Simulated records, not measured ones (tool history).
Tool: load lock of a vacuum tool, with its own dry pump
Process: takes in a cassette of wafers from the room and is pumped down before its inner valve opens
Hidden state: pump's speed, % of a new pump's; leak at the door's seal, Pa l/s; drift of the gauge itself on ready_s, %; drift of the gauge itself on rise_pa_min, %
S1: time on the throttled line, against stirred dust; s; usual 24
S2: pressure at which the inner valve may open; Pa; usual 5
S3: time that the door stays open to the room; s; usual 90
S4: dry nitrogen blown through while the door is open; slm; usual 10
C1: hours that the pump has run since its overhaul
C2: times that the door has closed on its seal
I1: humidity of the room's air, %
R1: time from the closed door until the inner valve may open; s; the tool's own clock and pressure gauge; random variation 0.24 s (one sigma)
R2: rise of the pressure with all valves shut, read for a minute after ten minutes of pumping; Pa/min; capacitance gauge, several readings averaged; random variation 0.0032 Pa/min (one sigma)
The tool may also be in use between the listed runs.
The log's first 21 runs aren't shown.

run,hour,S1,S2,S3,S4,C1,C2,I1,R1,R2
22,6897.1,24,5,90,5,17140,1141,45.8,42.4,0.140
23,7205.9,24,4,200,8,17449,2430,45.1,42.9,0.216
24,7639.6,24,6,37,5,17883,4239,47.0,42.2,0.084
25,8031.7,29,5,117,10,18275,5876,49.8,47.2,0.163
26,8454.7,25,6,62,10,18698,7642,44.9,42.9,0.107
27,8752.0,25,6,62,10,18995,8883,45.0,43.3,0.105
28,9194.4,14,4,134,8,19438,10729,45.9,36.1,0.196
29,9478.7,14,4,134,16,19722,11916,40.7,36.2,0.148
30,9953.7,30,5,134,34,20197,13898,45.7,48.3,0.136
31,10309.6,24,8,90,10,20553,15384,44.9,42.3,0.161
32,10687.0,41,4,90,10,20930,16959,44.6,57.6,0.164
33,11072.2,24,5,63,28,21316,18567,43.8,43.5,0.119
34,11347.3,24,5,63,28,21591,19715,42.9,43.7,0.125
35,11712.7,28,10,41,8,21956,21240,45.5,45.0,0.140
36,12144.9,28,10,41,8,22388,23044,45.2,45.1,0.153
37,12453.8,21,5,90,29,22697,24333,46.9,41.4,0.162

Forecast each of these 3 alternatives for the next run:
# hour 12690.0: dry pump taken out, an overhauled one fitted
A,12693.2,24,5,90,41,3,25308,45.5,?,?
# hour 12690.0: dry pump taken out, an overhauled one fitted
B,12693.2,31,5,90,29,3,25308,47.6,?,?
# hour 12690.0: dry pump taken out, an overhauled one fitted
C,12693.2,28,5,90,10,3,25308,45.9,?,?

run,R1,R2
A,39.1,0.154
B,45.5,0.179
C,42.3,0.216
Without the tool's hidden state the same runs would have given:
run,R1,R2
A,39.1,0.063
B,45.5,0.085
C,42.3,0.122
